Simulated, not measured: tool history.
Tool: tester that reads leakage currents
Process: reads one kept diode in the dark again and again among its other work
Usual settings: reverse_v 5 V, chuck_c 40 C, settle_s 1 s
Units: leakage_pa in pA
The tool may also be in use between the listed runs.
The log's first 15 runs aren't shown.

run	day	reverse_v	chuck_c	settle_s	leakage_pa
16	49.762	5	48	0.6	430.11
17	52.312	3.77	48	0.6	387.82
18	54.375	1.36	40	1	151.49
19	58.033	5	40	1	253.1
20	60.496	5	40	1	256.63
21	64.262	1.44	58	1.13	516.82
22	67.933	1.17	30	1.66	71.59
23	70.233	1.62	40	1.55	167.58
24	72.442	1.62	33	9.46	102.81
25	76.221	2.64	41	1.84	219.38
26	78.933	2.64	41	1.84	220.34
27	81.092	2.07	40	0.39	188.23
28	84.908	5	38	0.52	234.54
29	87.638	5	38	0.52	236.29
30	91.629	1.67	45	7.58	247.13
31	95.733	7.14	39	0.31	299.78
32	97.842	2.14	41	1	210.54
33	102.65	8.1	41	1.09	363.72
# day 103.408: chuck's temperature calibrated
34	107.108	8.1	41	1.09	326.65
35	109.254	8.1	41	1.09	329.13
36	112.475	8.1	41	1.09	332.47
37	115.879	4.01	33	2.74	144.58
38	120.088	2.7	33	2.74	123.76
39	122.108	8.51	23	1	107.54
# day 124.571: probe card cleaned and baked
40	125.129	5	43	0.39	305.08

Forecast each of these 4 alternatives for the next run:
A	127.133	5	27	0.39	?
B	127.133	5	24	4.59	?
C	127.133	5.56	53	3.78	?
D	127.133	17.04	42	0.39	?

run	leakage_pa
A	97.99
B	77.68
C	621.68
D	465.37
Without the tool's hidden state the same runs would have given:
run	leakage_pa
A	91.79
B	72.57
C	589.24
D	438.7

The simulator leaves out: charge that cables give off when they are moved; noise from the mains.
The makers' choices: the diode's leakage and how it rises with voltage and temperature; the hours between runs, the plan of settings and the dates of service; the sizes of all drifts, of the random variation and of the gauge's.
